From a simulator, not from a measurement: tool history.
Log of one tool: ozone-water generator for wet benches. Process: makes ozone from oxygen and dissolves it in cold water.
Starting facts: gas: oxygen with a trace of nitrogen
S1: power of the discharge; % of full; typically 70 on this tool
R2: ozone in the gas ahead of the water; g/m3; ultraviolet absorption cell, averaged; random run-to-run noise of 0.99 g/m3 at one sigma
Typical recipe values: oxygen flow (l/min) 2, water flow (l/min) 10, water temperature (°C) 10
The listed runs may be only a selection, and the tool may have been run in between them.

Run 1, day 0: usual settings. Result: dissolved ozone (ppm) 16.4, R2 170.4 g/m3.
Run 2, day 2.842: usual settings. Result: dissolved ozone (ppm) 16.3, R2 171.8 g/m3.
Run 3, day 4.929: usual settings. Result: dissolved ozone (ppm) 16.3, R2 172.1 g/m3.
Run 4, day 7.808: usual settings. Result: dissolved ozone (ppm) 16.5, R2 172.4 g/m3.
Run 5, day 9.871: usual settings. Result: dissolved ozone (ppm) 16.3, R2 170.4 g/m3.
Run 6, day 13.238: usual settings but water temperature (°C) 14. Result: dissolved ozone (ppm) 15.6, R2 172.8 g/m3.
Run 7, day 15.888: usual settings but water temperature (°C) 14. Result: dissolved ozone (ppm) 15.7, R2 171 g/m3.
Run 8, day 18.962: usual settings but S1 64 % of full. Result: dissolved ozone (ppm) 15.1, R2 158.2 g/m3.
Run 9, day 22.038: usual settings but S1 64 % of full. Result: dissolved ozone (ppm) 15, R2 159.9 g/m3.
Run 10, day 24.246: usual settings but S1 64 % of full. Result: dissolved ozone (ppm) 15, R2 159.5 g/m3.
Run 11, day 26.129: usual settings but S1 64 % of full. Result: dissolved ozone (ppm) 15.1, R2 161.1 g/m3.
Run 12, day 28.396: usual settings but S1 64 % of full. Result: dissolved ozone (ppm) 15.1, R2 159.1 g/m3.
Run 13, day 30.954: usual settings but S1 64 % of full. Result: dissolved ozone (ppm) 15, R2 158.6 g/m3.
Run 14, day 34.029: usual settings but water temperature (°C) 12. Result: dissolved ozone (ppm) 16.3, R2 173.1 g/m3.
Run 15, day 36.508: usual settings but water temperature (°C) 12. Result: dissolved ozone (ppm) 16, R2 172.1 g/m3.
Run 16, day 38.725: usual settings but water temperature (°C) 12. Result: dissolved ozone (ppm) 15.9, R2 170.1 g/m3.
Run 17, day 40.975: usual settings but oxygen flow (l/min) 2.51. Result: dissolved ozone (ppm) 16.9, R2 152.4 g/m3.
Run 18, day 43.238: usual settings but S1 52 % of full, oxygen flow (l/min) 1.28, water flow (l/min) 9, water temperature (°C) 18. Result: dissolved ozone (ppm) 12.2, R2 170.7 g/m3.
Run 19, day 46.533: usual settings but S1 56 % of full, oxygen flow (l/min) 2.97. Result: dissolved ozone (ppm) 14.2, R2 116.6 g/m3.
Run 20, day 48.112: usual settings but S1 98 % of full, oxygen flow (l/min) 1.45. Result: dissolved ozone (ppm) 20.4, R2 268.3 g/m3.
Run 21, day 50.496: usual settings but oxygen flow (l/min) 1.42. Result: dissolved ozone (ppm) 15.5, R2 204.7 g/m3.
Run 22, day 53.238: usual settings but oxygen flow (l/min) 2.32, water temperature (°C) 7. Result: dissolved ozone (ppm) 17.7, R2 158.7 g/m3.
Run 23, day 55.546: usual settings but oxygen flow (l/min) 1.3, water flow (l/min) 14. Result: dissolved ozone (ppm) 10.4, R2 213.2 g/m3.
Run 24, day 57.004: usual settings but oxygen flow (l/min) 1.3, water flow (l/min) 14. Result: dissolved ozone (ppm) 10.1, R2 214.2 g/m3.
Run 25, day 59.821: usual settings but oxygen flow (l/min) 1.3, water flow (l/min) 14. Result: dissolved ozone (ppm) 10.6, R2 213.3 g/m3.
Run 26, day 62.521: usual settings but oxygen flow (l/min) 1.3, water flow (l/min) 14. Result: dissolved ozone (ppm) 10.2, R2 214.5 g/m3.
Run 27, day 64.7: usual settings but S1 50 % of full, oxygen flow (l/min) 3.13. Result: dissolved ozone (ppm) 13.1, R2 101.3 g/m3.
Run 28, day 66.267: usual settings but S1 66 % of full, oxygen flow (l/min) 2.65. Result: dissolved ozone (ppm) 16.3, R2 141.4 g/m3.
Run 29, day 68.771: usual settings but S1 56 % of full, oxygen flow (l/min) 2.12, water flow (l/min) 8, water temperature (°C) 9. Result: dissolved ozone (ppm) 17.3, R2 137.4 g/m3.
Run 30, day 71.729: usual settings but S1 56 % of full, oxygen flow (l/min) 2.12, water flow (l/min) 8, water temperature (°C) 9. Result: dissolved ozone (ppm) 17.1, R2 136.3 g/m3.
Run 31, day 73.504: usual settings but oxygen flow (l/min) 2.59, water flow (l/min) 11. Result: dissolved ozone (ppm) 15.4, R2 150 g/m3.
Run 32, day 75.146: usual settings but S1 85 % of full, oxygen flow (l/min) 1.34. Result: dissolved ozone (ppm) 17.4, R2 246.1 g/m3.
Run 33, day 77.817: usual settings but S1 85 % of full, oxygen flow (l/min) 1.34. Result: dissolved ozone (ppm) 17.6, R2 248.8 g/m3.

Withheld: 1 entry from between the runs. Position of each, and hidden state at the listed run before versus the listed run after:
Runs 7 to 8: contactor cleaned (day 17.542)
  contactor's efficiency, % of a clean one's: 99.7 -> 100
